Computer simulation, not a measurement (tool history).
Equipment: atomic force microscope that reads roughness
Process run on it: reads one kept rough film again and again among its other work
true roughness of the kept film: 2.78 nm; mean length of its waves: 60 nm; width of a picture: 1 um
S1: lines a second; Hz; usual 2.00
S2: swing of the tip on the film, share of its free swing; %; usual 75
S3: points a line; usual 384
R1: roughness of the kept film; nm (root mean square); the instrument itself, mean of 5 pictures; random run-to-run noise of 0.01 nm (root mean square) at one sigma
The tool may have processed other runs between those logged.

run 1 hour=0.0 | S1=2.00 S2=75 S3=384 | R1=2.404
run 2 hour=41.0 | S1=2.00 S2=75 S3=384 | R1=2.416
run 3 hour=91.2 | S1=2.00 S2=75 S3=384 | R1=2.410
-- hour=102.9 new tip fitted
run 4 hour=120.1 | S1=2.00 S2=75 S3=384 | R1=2.421
run 5 hour=173.6 | S1=2.00 S2=75 S3=384 | R1=2.437
run 6 hour=217.0 | S1=2.00 S2=58 S3=384 | R1=2.600
-- hour=255.4 new tip fitted
run 7 hour=277.1 | S1=2.00 S2=58 S3=384 | R1=2.602
run 8 hour=332.9 | S1=2.00 S2=58 S3=384 | R1=2.601
run 9 hour=398.7 | S1=1.31 S2=75 S3=384 | R1=2.534
-- hour=408.6 new tip fitted
run 10 hour=443.8 | S1=2.00 S2=75 S3=384 | R1=2.416
run 11 hour=474.1 | S1=2.00 S2=75 S3=384 | R1=2.427
run 12 hour=516.5 | S1=2.00 S2=75 S3=384 | R1=2.421
-- hour=560.5 new tip fitted
run 13 hour=580.0 | S1=2.00 S2=75 S3=384 | R1=2.426
run 14 hour=627.9 | S1=2.00 S2=67 S3=279 | R1=2.512
run 15 hour=666.5 | S1=0.80 S2=81 S3=279 | R1=2.531
run 16 hour=703.1 | S1=0.56 S2=77 S3=314 | R1=2.604
-- hour=712.9 new tip fitted
run 17 hour=763.6 | S1=0.56 S2=77 S3=314 | R1=2.599
run 18 hour=820.1 | S1=0.56 S2=77 S3=314 | R1=2.615
run 19 hour=849.7 | S1=1.96 S2=88 S3=596 | R1=2.212
-- hour=867.5 new tip fitted
run 20 hour=883.8 | S1=0.92 S2=74 S3=596 | R1=2.591
run 21 hour=945.3 | S1=0.79 S2=81 S3=384 | R1=2.554
run 22 hour=979.1 | S1=0.79 S2=81 S3=384 | R1=2.531
-- hour=1021.6 new tip fitted
run 23 hour=1029.2 | S1=1.38 S2=71 S3=730 | R1=2.548
run 24 hour=1092.6 | S1=1.32 S2=60 S3=389 | R1=2.625
run 25 hour=1130.7 | S1=1.32 S2=60 S3=389 | R1=2.620

Here are 5 independent what-if runs from the current tool condition. What would each one return?
run A hour=1164.8 | S1=2.00 S2=72 S3=384 | R1=?
run B hour=1164.8 | S1=0.95 S2=64 S3=792 | R1=?
run C hour=1164.8 | S1=1.48 S2=75 S3=776 | R1=?
run D hour=1164.8 | S1=0.63 S2=75 S3=828 | R1=?
run E hour=1164.8 | S1=1.92 S2=61 S3=276 | R1=?

run=A R1=2.446
run=B R1=2.622
run=C R1=2.509
run=D R1=2.642
run=E R1=2.575
Without the tool's unlogged condition, the same runs would have read:
run=A R1=2.450
run=B R1=2.627
run=C R1=2.513
run=D R1=2.646
run=E R1=2.579
